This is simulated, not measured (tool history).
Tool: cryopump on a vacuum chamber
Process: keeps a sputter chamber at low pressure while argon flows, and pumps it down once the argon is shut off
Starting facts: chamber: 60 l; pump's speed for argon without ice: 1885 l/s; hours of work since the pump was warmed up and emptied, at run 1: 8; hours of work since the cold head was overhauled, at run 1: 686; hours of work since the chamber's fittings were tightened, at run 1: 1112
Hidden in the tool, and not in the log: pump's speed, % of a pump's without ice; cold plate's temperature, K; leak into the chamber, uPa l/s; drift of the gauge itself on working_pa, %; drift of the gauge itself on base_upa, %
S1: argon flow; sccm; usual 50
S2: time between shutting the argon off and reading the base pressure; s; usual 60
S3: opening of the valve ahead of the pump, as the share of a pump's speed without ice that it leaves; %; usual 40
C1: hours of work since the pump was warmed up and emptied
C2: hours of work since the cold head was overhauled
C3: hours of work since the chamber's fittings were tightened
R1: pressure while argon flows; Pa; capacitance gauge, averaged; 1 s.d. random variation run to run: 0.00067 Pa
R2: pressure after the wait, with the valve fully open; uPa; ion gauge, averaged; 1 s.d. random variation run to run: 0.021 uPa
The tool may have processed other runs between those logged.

run,hour,S1,S2,S3,C1,C2,C3,R1,R2
1,0,50,60,40,8,686,1112,0.1124,1.5
2,60.7,50,60,40,59,738,1163,0.1144,1.5
3,99.5,50,60,40,93,771,1197,0.114,1.55
4,177.4,37,60,40,159,838,1263,0.0847,1.68
5,252.7,37,60,40,224,902,1328,0.0865,1.85
6,330.8,50,60,40,290,969,1394,0.1181,1.91
7,419.6,50,60,40,366,1045,1470,0.1201,2.01
8,508.9,50,60,40,442,1121,1546,0.1229,2.04
9,564.1,50,60,40,490,1168,1594,0.1221,2.27
10,616.5,50,60,40,534,1213,1638,0.1246,2.26
# hour 679.6: pump warmed up, emptied and cooled again
11,706.4,52,60,40,23,1286,1711,0.1187,2.01
12,758.1,52,60,40,67,1330,1755,0.1177,2.06
13,820.4,52,60,40,120,1383,1808,0.1192,2.17
14,862.9,38,28,40,157,1419,1845,0.0887,2.63
15,923,56,27,21,208,1471,1896,0.2438,2.64
16,986.5,78,89,40,262,1525,1950,0.1837,2.29
17,1024.7,78,89,40,295,1558,1983,0.1836,2.26
18,1069.8,58,89,40,333,1596,2021,0.1388,2.49
19,1141.4,73,60,40,395,1657,2083,0.1752,2.65
20,1217.5,76,60,31,460,1722,2148,0.2335,2.76
21,1282.2,76,25,15,515,1778,2203,0.4742,3.4
# hour 1298.1: leaking fittings of the chamber tightened, without venting
# hour 1365.1: pump warmed up, emptied and cooled again
22,1366.7,50,44,27,1,1844,54,0.1667,0.65
23,1446.4,50,44,27,69,1912,122,0.1698,0.7
24,1494.5,20,77,40,111,1953,164,0.0468,0.6
25,1558.3,50,31,40,165,2008,218,0.1156,0.98

Here are 5 independent what-if runs from the current tool condition. What would each one return?
A,1621.4,86,34,34,219,2061,272,?,?
B,1621.4,56,60,30,219,2061,272,?,?
C,1621.4,32,71,40,219,2061,272,?,?
D,1621.4,98,29,50,219,2061,272,?,?
E,1621.4,42,261,40,219,2061,272,?,?

run,R1,R2
A,0.2362,1.03
B,0.1736,0.77
C,0.0754,0.73
D,0.1848,1.12
E,0.0997,0.56
What these runs would have given with no unlogged condition in the tool:
run,R1,R2
A,0.2273,0.75
B,0.1678,0.47
C,0.0721,0.45
D,0.1747,0.84
E,0.0953,0.27

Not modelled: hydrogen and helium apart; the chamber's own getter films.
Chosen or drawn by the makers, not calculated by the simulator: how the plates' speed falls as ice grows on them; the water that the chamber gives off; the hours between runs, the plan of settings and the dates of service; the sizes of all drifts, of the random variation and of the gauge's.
